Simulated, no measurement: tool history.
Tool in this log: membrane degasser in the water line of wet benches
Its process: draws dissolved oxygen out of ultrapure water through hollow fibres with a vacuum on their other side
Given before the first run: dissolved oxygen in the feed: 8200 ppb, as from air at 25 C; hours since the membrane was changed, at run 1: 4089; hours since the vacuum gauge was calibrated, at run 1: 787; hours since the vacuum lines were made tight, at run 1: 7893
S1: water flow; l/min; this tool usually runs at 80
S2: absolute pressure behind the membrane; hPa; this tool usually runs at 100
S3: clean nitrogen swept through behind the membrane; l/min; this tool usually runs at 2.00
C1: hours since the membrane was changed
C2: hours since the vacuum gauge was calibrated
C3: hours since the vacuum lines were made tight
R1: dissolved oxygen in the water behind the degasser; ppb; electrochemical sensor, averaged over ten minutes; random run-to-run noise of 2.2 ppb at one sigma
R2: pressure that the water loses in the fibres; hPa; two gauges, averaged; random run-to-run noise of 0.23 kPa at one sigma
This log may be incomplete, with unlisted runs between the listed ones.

run    hour   S1   S2    S3    C1    C2    C3      R1     R2
  1     0.0   80  100  2.00  4089   787  7893   518.8  559.8
  2   129.4   80  100  2.00  4218   916  8022   519.3  557.5
  3   258.8   80  100  2.00  4347  1046  8151   520.9  555.6
  4   380.3   80  100  2.00  4469  1167  8273   520.3  554.5
      479.6  -- seals of the vacuum lines changed
  5   524.7   80  100  5.92  4611  1310    45   209.7  555.6
  6   615.3   86  100  2.00  4702  1400   136   549.5  597.6
  7   753.6   80  246  2.00  4840  1539   274  1459.7  557.7
  8   868.4   80  246  2.00  4955  1654   389  1457.3  552.1
  9  1000.7   80  100  2.00  5087  1786   521   518.0  553.8
 10  1083.2  110  100  2.00  5170  1868   604   670.1  763.5
 11  1160.3  110  100  2.00  5247  1945   681   660.0  764.4
 12  1250.2  110  100  2.00  5337  2035   771   657.0  761.2
 13  1333.4   80  144  2.00  5420  2118   854   827.3  553.4
 14  1422.4   80  144  2.00  5509  2208   943   828.1  553.3
 15  1499.2   80  100  2.00  5586  2284  1020   521.1  556.8
 16  1593.1   80  100  2.00  5680  2378  1114   515.1  553.7
 17  1722.6   80  100  2.00  5809  2508  1243   522.3  553.1
 18  1800.9   80  157  2.00  5888  2586  1321   912.6  552.4
 19  1941.9   86  100  2.00  6029  2727  1462   548.0  590.0
 20  2071.8   53   97  3.20  6158  2857  1592   239.0  362.3
 21  2204.5   80   97  0.87  6291  2990  1725   881.6  551.1
 22  2328.4   97  209  4.37  6415  3113  1849   791.7  664.8
 23  2432.9   80  180  2.00  6520  3218  1953  1061.2  552.7
 24  2517.4   83  131  2.00  6604  3303  2038   754.1  565.2
 25  2581.5   55  187  2.14  6668  3367  2102   789.3  377.9
 26  2673.6   80   76  3.77  6760  3459  2194   205.0  548.3
 27  2799.1   53   94  1.32  6886  3584  2319   476.1  365.0
 28  2870.9   50  164  1.10  6958  3656  2391  1056.1  341.1
 29  2959.1   50  164  1.10  7046  3744  2480  1045.4  345.1
 30  3092.3  113  110  1.10  7179  3877  2613  1114.8  770.7
 31  3216.9   75  100  0.94  7304  4002  2737   844.0  510.4
 32  3286.8   75  187  4.97  7373  4072  2807   509.0  509.3
     3325.0  -- gauge calibrated
 33  3357.7   80  137  1.77  7444  4143  2878   851.3  562.8

What if the next run were any one of these 3? Each begins from the tool's condition after run 33:
  A  3476.7  104  100  3.35  7563  4262  2997   ?   ?
  B  3476.7  107   78  3.02  7563  4262  2997   ?   ?
  C  3476.7   55  137  1.77  7563  4262  2997   ?   ?

run     R1     R2
  A  428.1  723.2
  B  328.4  745.8
  C  639.6  382.7
With no hidden state in the tool, these same runs would have given:
run     R1     R2
  A  428.0  723.5
  B  328.2  746.1
  C  639.4  382.9
